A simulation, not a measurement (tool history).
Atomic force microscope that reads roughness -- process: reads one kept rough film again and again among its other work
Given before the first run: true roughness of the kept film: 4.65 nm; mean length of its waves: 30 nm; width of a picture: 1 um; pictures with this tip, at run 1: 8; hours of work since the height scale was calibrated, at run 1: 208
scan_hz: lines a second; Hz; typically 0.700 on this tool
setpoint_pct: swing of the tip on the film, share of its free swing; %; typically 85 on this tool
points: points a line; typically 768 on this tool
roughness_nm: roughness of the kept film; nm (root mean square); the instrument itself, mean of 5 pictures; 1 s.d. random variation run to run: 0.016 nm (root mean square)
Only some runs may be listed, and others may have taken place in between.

run,hour,scan_hz,setpoint_pct,points,pictures with this tip,hours of work since the height scale was calibrated,roughness_nm
1,0.0,0.700,85,768,8,208,3.933
2,9.9,0.700,85,768,23,213,3.924
3,19.2,0.937,85,768,37,218,3.872
4,28.7,0.937,85,768,52,223,3.892
5,33.6,0.937,85,768,59,225,3.902
6,42.6,0.937,85,768,73,230,3.873
7,49.2,0.734,85,768,83,233,3.948
8,58.0,0.734,85,768,97,238,3.916
9,62.4,0.700,85,308,103,240,3.908
10,68.7,0.700,85,768,113,243,3.942
11,73.3,0.700,85,768,120,245,3.940
# hour 81.6: new tip fitted
12,82.1,0.700,85,345,1,250,3.881
13,90.9,0.700,85,345,14,254,3.884
14,96.1,0.700,63,768,22,257,4.020
15,106.0,1.279,63,768,37,262,3.998
16,110.4,0.700,74,768,44,264,3.978
17,115.7,0.700,74,768,52,267,3.985
18,123.0,0.700,74,820,63,271,3.966
19,131.6,0.700,74,820,76,275,3.986
20,137.3,0.700,74,820,85,278,3.954
21,145.3,0.700,74,820,97,282,3.959
22,149.7,0.700,74,820,104,284,3.962
23,155.4,0.700,74,757,113,287,4.000
24,164.6,1.704,85,768,127,292,3.761
# hour 167.5: new tip fitted
25,173.7,1.704,85,423,9,296,3.752
26,181.9,1.704,85,390,22,300,3.759
27,189.3,3.186,85,881,33,304,3.534
28,199.3,0.700,72,531,48,309,3.992
29,206.1,2.059,85,990,59,313,3.733
30,212.5,0.700,69,768,69,316,4.000
31,219.7,0.700,85,466,80,320,3.923
32,228.8,0.700,56,527,94,324,4.049
33,234.0,1.769,75,323,101,327,3.801
34,240.5,3.535,58,912,111,330,3.929
35,246.4,3.535,58,912,120,333,3.890
# hour 253.9: new tip fitted
36,254.7,3.535,58,912,2,337,3.940
37,264.6,3.627,65,970,17,342,3.878
38,272.2,3.627,65,970,28,346,3.860
39,280.9,1.264,65,970,42,351,3.962
40,287.3,3.817,70,434,51,354,3.760
41,291.9,3.817,70,434,58,356,3.741
42,300.1,3.413,68,528,71,360,3.794
43,308.9,3.413,68,528,84,365,3.815
44,313.9,3.413,68,528,92,367,3.790
45,324.0,3.203,84,988,108,373,3.551
46,331.5,3.203,84,988,119,376,3.554
# hour 339.8: new tip fitted
47,340.4,1.104,86,988,1,381,3.864
48,350.1,0.700,81,768,16,386,3.966
49,358.7,0.700,66,768,29,390,4.006
50,366.9,2.674,66,768,42,394,3.871
51,372.3,2.674,66,768,50,397,3.879
52,380.3,1.646,87,778,62,401,3.732

Alternative continuations, all from the tool just after run 52; predict every row:
A,389.5,1.827,85,326,76,406,?
B,389.5,0.921,85,768,76,406,?
C,389.5,3.231,64,325,76,406,?
D,389.5,1.646,58,951,76,406,?
E,389.5,0.851,87,778,76,406,?

run,roughness_nm
A,3.708
B,3.892
C,3.844
D,3.996
E,3.874
What these runs would have given with no unlogged condition in the tool:
run,roughness_nm
A,3.714
B,3.898
C,3.850
D,4.003
E,3.880
